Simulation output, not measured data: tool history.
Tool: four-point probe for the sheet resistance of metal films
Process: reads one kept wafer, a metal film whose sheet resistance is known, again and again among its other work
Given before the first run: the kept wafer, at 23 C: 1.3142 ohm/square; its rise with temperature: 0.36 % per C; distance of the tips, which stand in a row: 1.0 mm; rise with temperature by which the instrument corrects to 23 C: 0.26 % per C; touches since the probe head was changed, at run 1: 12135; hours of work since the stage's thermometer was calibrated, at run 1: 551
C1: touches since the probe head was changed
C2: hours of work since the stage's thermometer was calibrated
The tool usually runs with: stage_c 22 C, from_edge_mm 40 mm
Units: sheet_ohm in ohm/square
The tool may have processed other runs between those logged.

run 1 hour=0 | stage_c=22 from_edge_mm=40 | C1=12135 C2=551 | sheet_ohm=1.3204
run 2 hour=14 | stage_c=22 from_edge_mm=40 | C1=12609 C2=560 | sheet_ohm=1.321149
run 3 hour=45 | stage_c=22 from_edge_mm=40 | C1=13663 C2=578 | sheet_ohm=1.320979
run 4 hour=77.7 | stage_c=22 from_edge_mm=40 | C1=14769 C2=598 | sheet_ohm=1.321169
run 5 hour=94.6 | stage_c=22 from_edge_mm=40 | C1=15344 C2=608 | sheet_ohm=1.320952
run 6 hour=111.4 | stage_c=21 from_edge_mm=40 | C1=15913 C2=618 | sheet_ohm=1.319756
run 7 hour=125.1 | stage_c=21 from_edge_mm=40 | C1=16378 C2=626 | sheet_ohm=1.320363
run 8 hour=141.4 | stage_c=21 from_edge_mm=40 | C1=16930 C2=636 | sheet_ohm=1.319866
run 9 hour=160.1 | stage_c=22 from_edge_mm=40 | C1=17564 C2=647 | sheet_ohm=1.321508
run 10 hour=183 | stage_c=18 from_edge_mm=40 | C1=18341 C2=661 | sheet_ohm=1.316123
run 11 hour=198.4 | stage_c=18 from_edge_mm=40 | C1=18862 C2=670 | sheet_ohm=1.315319
run 12 hour=217.1 | stage_c=28 from_edge_mm=8 | C1=19497 C2=681 | sheet_ohm=1.34062
run 13 hour=230.7 | stage_c=34 from_edge_mm=8 | C1=19958 C2=689 | sheet_ohm=1.348834
run 14 hour=252.6 | stage_c=34 from_edge_mm=8 | C1=20699 C2=702 | sheet_ohm=1.349335
-- hour=255.9 stage's thermometer calibrated
run 15 hour=274.8 | stage_c=33 from_edge_mm=14 | C1=21438 C2=11 | sheet_ohm=1.339755
run 16 hour=288.1 | stage_c=18 from_edge_mm=4 | C1=21887 C2=19 | sheet_ohm=1.35918
run 17 hour=312.4 | stage_c=18 from_edge_mm=4 | C1=22711 C2=34 | sheet_ohm=1.35959
run 18 hour=340.1 | stage_c=31 from_edge_mm=3 | C1=23650 C2=50 | sheet_ohm=1.409655
run 19 hour=359.3 | stage_c=19 from_edge_mm=56 | C1=24302 C2=62 | sheet_ohm=1.318729
run 20 hour=388.5 | stage_c=21 from_edge_mm=19 | C1=25291 C2=79 | sheet_ohm=1.322869
run 21 hour=410.8 | stage_c=23 from_edge_mm=11 | C1=26048 C2=92 | sheet_ohm=1.329261
run 22 hour=428.1 | stage_c=30 from_edge_mm=57 | C1=26633 C2=103 | sheet_ohm=1.333371

Forecast each of these 3 alternatives for the next run:
-- hour=430.4 stage's thermometer calibrated, once more
run A hour=446.8 | stage_c=19 from_edge_mm=8 | C1=27252 C2=10 | sheet_ohm=?
-- hour=430.4 stage's thermometer calibrated, once more
run B hour=446.8 | stage_c=19 from_edge_mm=36 | C1=27252 C2=10 | sheet_ohm=?
-- hour=430.4 stage's thermometer calibrated, once more
run C hour=446.8 | stage_c=27 from_edge_mm=9 | C1=27252 C2=10 | sheet_ohm=?

run=A sheet_ohm=1.328744
run=B sheet_ohm=1.318073
run=C sheet_ohm=1.337704
The same runs, with their run-to-run variation unchanged, on a tool lacking any hidden condition would have given:
run=A sheet_ohm=1.319772
run=B sheet_ohm=1.309168
run=C sheet_ohm=1.328678

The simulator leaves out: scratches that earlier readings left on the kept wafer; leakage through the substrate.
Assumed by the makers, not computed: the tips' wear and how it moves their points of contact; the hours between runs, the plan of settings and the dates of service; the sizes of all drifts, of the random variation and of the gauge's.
